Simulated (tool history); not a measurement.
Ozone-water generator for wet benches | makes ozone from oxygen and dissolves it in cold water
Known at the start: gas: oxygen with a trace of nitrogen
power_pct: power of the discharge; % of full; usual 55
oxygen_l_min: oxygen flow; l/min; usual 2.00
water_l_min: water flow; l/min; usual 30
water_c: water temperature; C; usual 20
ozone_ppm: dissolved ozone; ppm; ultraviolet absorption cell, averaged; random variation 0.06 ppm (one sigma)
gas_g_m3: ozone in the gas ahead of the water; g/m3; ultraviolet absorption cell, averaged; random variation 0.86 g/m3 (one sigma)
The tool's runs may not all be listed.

{"run": 1, "hour": 0.0, "power_pct": 55, "oxygen_l_min": 2.0, "water_l_min": 30, "water_c": 20, "ozone_ppm": 5.05, "gas_g_m3": 137.5}
{"run": 2, "hour": 23.9, "power_pct": 55, "oxygen_l_min": 2.0, "water_l_min": 30, "water_c": 23, "ozone_ppm": 5.05, "gas_g_m3": 137.7}
{"run": 3, "hour": 56.5, "power_pct": 55, "oxygen_l_min": 2.0, "water_l_min": 30, "water_c": 23, "ozone_ppm": 4.95, "gas_g_m3": 137.7}
{"run": 4, "hour": 93.6, "power_pct": 55, "oxygen_l_min": 2.0, "water_l_min": 30, "water_c": 20, "ozone_ppm": 5.14, "gas_g_m3": 136.3}
{"run": 5, "hour": 138.2, "power_pct": 55, "oxygen_l_min": 2.0, "water_l_min": 30, "water_c": 20, "ozone_ppm": 5.07, "gas_g_m3": 136.0}
{"run": 6, "hour": 175.0, "power_pct": 55, "oxygen_l_min": 2.0, "water_l_min": 30, "water_c": 20, "ozone_ppm": 5.09, "gas_g_m3": 137.5}
{"run": 7, "hour": 210.7, "power_pct": 55, "oxygen_l_min": 2.39, "water_l_min": 30, "water_c": 20, "ozone_ppm": 5.53, "gas_g_m3": 128.9}
{"run": 8, "hour": 235.3, "power_pct": 55, "oxygen_l_min": 2.39, "water_l_min": 30, "water_c": 20, "ozone_ppm": 5.5, "gas_g_m3": 129.3}
{"run": 9, "hour": 270.8, "power_pct": 55, "oxygen_l_min": 2.39, "water_l_min": 30, "water_c": 20, "ozone_ppm": 5.51, "gas_g_m3": 128.2}
{"run": 10, "hour": 306.2, "power_pct": 55, "oxygen_l_min": 2.39, "water_l_min": 30, "water_c": 20, "ozone_ppm": 5.43, "gas_g_m3": 128.5}
{"run": 11, "hour": 331.6, "power_pct": 55, "oxygen_l_min": 2.39, "water_l_min": 30, "water_c": 20, "ozone_ppm": 5.54, "gas_g_m3": 127.6}
{"run": 12, "hour": 375.6, "power_pct": 55, "oxygen_l_min": 2.39, "water_l_min": 30, "water_c": 20, "ozone_ppm": 5.56, "gas_g_m3": 128.9}
{"run": 13, "hour": 403.7, "power_pct": 55, "oxygen_l_min": 2.39, "water_l_min": 30, "water_c": 20, "ozone_ppm": 5.41, "gas_g_m3": 129.0}
{"run": 14, "hour": 427.5, "power_pct": 55, "oxygen_l_min": 2.96, "water_l_min": 30, "water_c": 20, "ozone_ppm": 6.0, "gas_g_m3": 119.5}
{"run": 15, "hour": 452.8, "power_pct": 55, "oxygen_l_min": 2.0, "water_l_min": 30, "water_c": 20, "ozone_ppm": 4.96, "gas_g_m3": 136.1}
{"run": 16, "hour": 479.8, "power_pct": 55, "oxygen_l_min": 2.0, "water_l_min": 30, "water_c": 20, "ozone_ppm": 5.11, "gas_g_m3": 138.3}
{"run": 17, "hour": 505.5, "power_pct": 55, "oxygen_l_min": 1.4, "water_l_min": 42, "water_c": 20, "ozone_ppm": 2.65, "gas_g_m3": 152.9}
{"run": 18, "hour": 550.5, "power_pct": 55, "oxygen_l_min": 2.0, "water_l_min": 30, "water_c": 28, "ozone_ppm": 4.78, "gas_g_m3": 135.0}
{"run": 19, "hour": 581.1, "power_pct": 55, "oxygen_l_min": 2.0, "water_l_min": 30, "water_c": 28, "ozone_ppm": 4.85, "gas_g_m3": 136.3}
{"run": 20, "hour": 603.9, "power_pct": 78, "oxygen_l_min": 2.0, "water_l_min": 39, "water_c": 16, "ozone_ppm": 4.48, "gas_g_m3": 170.9}
{"run": 21, "hour": 625.1, "power_pct": 53, "oxygen_l_min": 2.51, "water_l_min": 44, "water_c": 27, "ozone_ppm": 3.14, "gas_g_m3": 124.3}
{"run": 22, "hour": 662.1, "power_pct": 92, "oxygen_l_min": 2.0, "water_l_min": 30, "water_c": 13, "ozone_ppm": 7.3, "gas_g_m3": 189.0}
{"run": 23, "hour": 692.4, "power_pct": 92, "oxygen_l_min": 2.0, "water_l_min": 30, "water_c": 13, "ozone_ppm": 7.17, "gas_g_m3": 190.2}
{"run": 24, "hour": 733.5, "power_pct": 92, "oxygen_l_min": 2.0, "water_l_min": 30, "water_c": 13, "ozone_ppm": 7.18, "gas_g_m3": 188.0}
{"run": 25, "hour": 775.4, "power_pct": 55, "oxygen_l_min": 2.0, "water_l_min": 21, "water_c": 25, "ozone_ppm": 7.3, "gas_g_m3": 135.5}
{"run": 26, "hour": 797.9, "power_pct": 55, "oxygen_l_min": 1.39, "water_l_min": 22, "water_c": 18, "ozone_ppm": 6.06, "gas_g_m3": 153.4}
{"run": 27, "hour": 826.9, "power_pct": 55, "oxygen_l_min": 1.39, "water_l_min": 22, "water_c": 18, "ozone_ppm": 6.11, "gas_g_m3": 155.1}
{"run": 28, "hour": 851.7, "power_pct": 55, "oxygen_l_min": 1.39, "water_l_min": 22, "water_c": 18, "ozone_ppm": 6.11, "gas_g_m3": 152.8}
{"run": 29, "hour": 880.8, "power_pct": 85, "oxygen_l_min": 1.11, "water_l_min": 22, "water_c": 18, "ozone_ppm": 7.26, "gas_g_m3": 217.5}
{"run": 30, "hour": 898.8, "power_pct": 62, "oxygen_l_min": 2.0, "water_l_min": 24, "water_c": 23, "ozone_ppm": 6.85, "gas_g_m3": 146.7}
{"run": 31, "hour": 919.6, "power_pct": 62, "oxygen_l_min": 2.0, "water_l_min": 24, "water_c": 23, "ozone_ppm": 6.86, "gas_g_m3": 146.8}
{"run": 32, "hour": 958.9, "power_pct": 46, "oxygen_l_min": 1.46, "water_l_min": 25, "water_c": 15, "ozone_ppm": 4.88, "gas_g_m3": 134.7}

Measured less the same run without the tool's hidden state. The same run-to-run variation is in both; the gauge's scatter may not be:
The hidden state here: yield of the discharge, % of new electrodes'; contactor's efficiency, % of a clean one's; true water temperature over the reading, C; drift of the gauge itself on ozone_ppm, %; drift of the gauge itself on gas_g_m3, %.
run=1 ozone_ppm=-0.18 gas_g_m3=-1.8
run=2 ozone_ppm=-0.19 gas_g_m3=-1.9
run=3 ozone_ppm=-0.18 gas_g_m3=-2.0
run=4 ozone_ppm=-0.20 gas_g_m3=-2.0
run=5 ozone_ppm=-0.20 gas_g_m3=-2.1
run=6 ozone_ppm=-0.21 gas_g_m3=-2.2
run=7 ozone_ppm=-0.22 gas_g_m3=-2.1
run=8 ozone_ppm=-0.23 gas_g_m3=-2.2
run=9 ozone_ppm=-0.23 gas_g_m3=-2.3
run=10 ozone_ppm=-0.24 gas_g_m3=-2.3
run=11 ozone_ppm=-0.25 gas_g_m3=-2.3
run=12 ozone_ppm=-0.25 gas_g_m3=-2.4
run=13 ozone_ppm=-0.26 gas_g_m3=-2.5
run=14 ozone_ppm=-0.28 gas_g_m3=-2.4
run=15 ozone_ppm=-0.24 gas_g_m3=-2.8
run=16 ozone_ppm=-0.24 gas_g_m3=-2.9
run=17 ozone_ppm=-0.14 gas_g_m3=-3.3
run=18 ozone_ppm=-0.23 gas_g_m3=-3.0
run=19 ozone_ppm=-0.24 gas_g_m3=-3.1
run=20 ozone_ppm=-0.27 gas_g_m3=-4.9
run=21 ozone_ppm=-0.18 gas_g_m3=-2.8
run=22 ozone_ppm=-0.45 gas_g_m3=-6.4
run=23 ozone_ppm=-0.45 gas_g_m3=-6.5
run=24 ozone_ppm=-0.46 gas_g_m3=-6.6
run=25 ozone_ppm=-0.36 gas_g_m3=-3.5
run=26 ozone_ppm=-0.31 gas_g_m3=-4.0
run=27 ozone_ppm=-0.31 gas_g_m3=-4.1
run=28 ozone_ppm=-0.32 gas_g_m3=-4.1
run=29 ozone_ppm=-0.45 gas_g_m3=-8.1
run=30 ozone_ppm=-0.39 gas_g_m3=-4.5
run=31 ozone_ppm=-0.40 gas_g_m3=-4.5
run=32 ozone_ppm=-0.26 gas_g_m3=-3.4
